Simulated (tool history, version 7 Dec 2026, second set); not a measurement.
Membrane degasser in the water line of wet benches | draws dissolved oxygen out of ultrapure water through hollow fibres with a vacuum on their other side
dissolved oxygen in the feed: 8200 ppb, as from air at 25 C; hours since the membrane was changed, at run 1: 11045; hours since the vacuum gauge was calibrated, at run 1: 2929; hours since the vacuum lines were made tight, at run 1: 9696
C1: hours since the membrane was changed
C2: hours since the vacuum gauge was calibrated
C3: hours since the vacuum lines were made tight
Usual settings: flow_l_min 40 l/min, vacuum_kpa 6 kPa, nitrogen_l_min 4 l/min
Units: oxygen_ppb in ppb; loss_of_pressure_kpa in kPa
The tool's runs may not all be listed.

{"run": 1, "hour": 0.0, "flow_l_min": 40, "vacuum_kpa": 6, "nitrogen_l_min": 4, "C1": 11045, "C2": 2929, "C3": 9696, "oxygen_ppb": 70.5, "loss_of_pressure_kpa": 45.7}
{"run": 2, "hour": 327.4, "flow_l_min": 40, "vacuum_kpa": 6, "nitrogen_l_min": 4, "C1": 11372, "C2": 3257, "C3": 10023, "oxygen_ppb": 70, "loss_of_pressure_kpa": 46.01}
{"run": 3, "hour": 623.6, "flow_l_min": 40, "vacuum_kpa": 6, "nitrogen_l_min": 4, "C1": 11668, "C2": 3553, "C3": 10320, "oxygen_ppb": 72.4, "loss_of_pressure_kpa": 46.22}
{"hour": 779.4, "done": "seals of the vacuum lines changed"}
{"run": 4, "hour": 840.0, "flow_l_min": 40, "vacuum_kpa": 14.58, "nitrogen_l_min": 4, "C1": 11883, "C2": 3767, "C3": 61, "oxygen_ppb": 264.7, "loss_of_pressure_kpa": 45.91}
{"run": 5, "hour": 1125.8, "flow_l_min": 40, "vacuum_kpa": 3.86, "nitrogen_l_min": 4, "C1": 12168, "C2": 4053, "C3": 346, "oxygen_ppb": 20.9, "loss_of_pressure_kpa": 46.04}
{"run": 6, "hour": 1379.1, "flow_l_min": 40, "vacuum_kpa": 3.86, "nitrogen_l_min": 4, "C1": 12422, "C2": 4306, "C3": 600, "oxygen_ppb": 21, "loss_of_pressure_kpa": 45.95}
{"run": 7, "hour": 1676.2, "flow_l_min": 40, "vacuum_kpa": 6.38, "nitrogen_l_min": 4, "C1": 12719, "C2": 4603, "C3": 897, "oxygen_ppb": 80, "loss_of_pressure_kpa": 46.62}
{"run": 8, "hour": 1882.1, "flow_l_min": 40, "vacuum_kpa": 6.38, "nitrogen_l_min": 4, "C1": 12925, "C2": 4809, "C3": 1103, "oxygen_ppb": 80.5, "loss_of_pressure_kpa": 45.89}
{"run": 9, "hour": 2193.0, "flow_l_min": 40, "vacuum_kpa": 6.38, "nitrogen_l_min": 4, "C1": 13236, "C2": 5120, "C3": 1414, "oxygen_ppb": 81.7, "loss_of_pressure_kpa": 46.04}
{"run": 10, "hour": 2432.1, "flow_l_min": 40, "vacuum_kpa": 6, "nitrogen_l_min": 4, "C1": 13475, "C2": 5359, "C3": 1653, "oxygen_ppb": 72.7, "loss_of_pressure_kpa": 46.28}
{"run": 11, "hour": 2661.7, "flow_l_min": 53, "vacuum_kpa": 6, "nitrogen_l_min": 4, "C1": 13704, "C2": 5589, "C3": 1882, "oxygen_ppb": 97.6, "loss_of_pressure_kpa": 60.92}
{"run": 12, "hour": 2964.4, "flow_l_min": 53, "vacuum_kpa": 6, "nitrogen_l_min": 4, "C1": 14007, "C2": 5892, "C3": 2185, "oxygen_ppb": 95, "loss_of_pressure_kpa": 60.98}
{"run": 13, "hour": 3317.5, "flow_l_min": 40, "vacuum_kpa": 6, "nitrogen_l_min": 4.43, "C1": 14360, "C2": 6245, "C3": 2538, "oxygen_ppb": 64.7, "loss_of_pressure_kpa": 46.1}
{"run": 14, "hour": 3522.3, "flow_l_min": 40, "vacuum_kpa": 6, "nitrogen_l_min": 4.43, "C1": 14565, "C2": 6449, "C3": 2743, "oxygen_ppb": 65.5, "loss_of_pressure_kpa": 45.84}
{"run": 15, "hour": 3829.3, "flow_l_min": 40, "vacuum_kpa": 6, "nitrogen_l_min": 4.43, "C1": 14872, "C2": 6756, "C3": 3050, "oxygen_ppb": 64.7, "loss_of_pressure_kpa": 45.91}
{"hour": 4003.7, "done": "vacuum gauge calibrated"}
{"run": 16, "hour": 4041.9, "flow_l_min": 40, "vacuum_kpa": 6, "nitrogen_l_min": 6.9, "C1": 15084, "C2": 38, "C3": 3262, "oxygen_ppb": 44.9, "loss_of_pressure_kpa": 46.06}
{"run": 17, "hour": 4329.1, "flow_l_min": 40, "vacuum_kpa": 6, "nitrogen_l_min": 6.9, "C1": 15371, "C2": 325, "C3": 3549, "oxygen_ppb": 44.7, "loss_of_pressure_kpa": 45.86}
{"run": 18, "hour": 4520.4, "flow_l_min": 40, "vacuum_kpa": 13.07, "nitrogen_l_min": 6.9, "C1": 15563, "C2": 517, "C3": 3741, "oxygen_ppb": 141.3, "loss_of_pressure_kpa": 46.28}
{"run": 19, "hour": 4724.3, "flow_l_min": 28, "vacuum_kpa": 7.44, "nitrogen_l_min": 4, "C1": 15766, "C2": 721, "C3": 3944, "oxygen_ppb": 72.6, "loss_of_pressure_kpa": 32.31}
{"run": 20, "hour": 5030.8, "flow_l_min": 28, "vacuum_kpa": 7.44, "nitrogen_l_min": 4, "C1": 16073, "C2": 1027, "C3": 4251, "oxygen_ppb": 73.8, "loss_of_pressure_kpa": 32.13}
{"run": 21, "hour": 5234.8, "flow_l_min": 39, "vacuum_kpa": 7.44, "nitrogen_l_min": 11.33, "C1": 16277, "C2": 1231, "C3": 4455, "oxygen_ppb": 40.6, "loss_of_pressure_kpa": 44.82}
{"run": 22, "hour": 5479.0, "flow_l_min": 28, "vacuum_kpa": 4.75, "nitrogen_l_min": 2.46, "C1": 16521, "C2": 1475, "C3": 4699, "oxygen_ppb": 42.6, "loss_of_pressure_kpa": 32.34}
{"run": 23, "hour": 5693.0, "flow_l_min": 28, "vacuum_kpa": 4.75, "nitrogen_l_min": 2.46, "C1": 16735, "C2": 1689, "C3": 4913, "oxygen_ppb": 43.3, "loss_of_pressure_kpa": 32.25}
{"run": 24, "hour": 5932.7, "flow_l_min": 28, "vacuum_kpa": 4.75, "nitrogen_l_min": 2.46, "C1": 16975, "C2": 1929, "C3": 5153, "oxygen_ppb": 42.6, "loss_of_pressure_kpa": 32.2}
{"run": 25, "hour": 6087.8, "flow_l_min": 64, "vacuum_kpa": 6.87, "nitrogen_l_min": 3.35, "C1": 17130, "C2": 2084, "C3": 5308, "oxygen_ppb": 177.3, "loss_of_pressure_kpa": 73.65}
{"run": 26, "hour": 6430.6, "flow_l_min": 40, "vacuum_kpa": 3.77, "nitrogen_l_min": 10.12, "C1": 17473, "C2": 2427, "C3": 5651, "oxygen_ppb": 10.6, "loss_of_pressure_kpa": 46.11}
{"run": 27, "hour": 6666.1, "flow_l_min": 40, "vacuum_kpa": 8.31, "nitrogen_l_min": 8.09, "C1": 17708, "C2": 2662, "C3": 5886, "oxygen_ppb": 66.5, "loss_of_pressure_kpa": 46.44}
{"run": 28, "hour": 6957.1, "flow_l_min": 30, "vacuum_kpa": 3.96, "nitrogen_l_min": 8.09, "C1": 17999, "C2": 2953, "C3": 6177, "oxygen_ppb": 10, "loss_of_pressure_kpa": 34.44}
{"run": 29, "hour": 7242.9, "flow_l_min": 26, "vacuum_kpa": 10.3, "nitrogen_l_min": 11.4, "C1": 18285, "C2": 3239, "C3": 6463, "oxygen_ppb": 40.6, "loss_of_pressure_kpa": 30.12}
{"run": 30, "hour": 7542.2, "flow_l_min": 40, "vacuum_kpa": 12.33, "nitrogen_l_min": 4, "C1": 18584, "C2": 3538, "C3": 6762, "oxygen_ppb": 214, "loss_of_pressure_kpa": 45.84}
{"run": 31, "hour": 7696.5, "flow_l_min": 40, "vacuum_kpa": 12.33, "nitrogen_l_min": 4, "C1": 18739, "C2": 3693, "C3": 6917, "oxygen_ppb": 216.3, "loss_of_pressure_kpa": 46.04}

How the hidden state differs across the entries between the runs, from the last listed run before each to the first after it:
Between runs 3 and 4: seals of the vacuum lines changed (hour 779.4)
  air that leaks in behind the membrane, l/min: 0.0023 -> 0.002
Between runs 15 and 16: vacuum gauge calibrated (hour 4003.7)
  true pressure behind the membrane over the reading, kPa: 0.01 -> 0

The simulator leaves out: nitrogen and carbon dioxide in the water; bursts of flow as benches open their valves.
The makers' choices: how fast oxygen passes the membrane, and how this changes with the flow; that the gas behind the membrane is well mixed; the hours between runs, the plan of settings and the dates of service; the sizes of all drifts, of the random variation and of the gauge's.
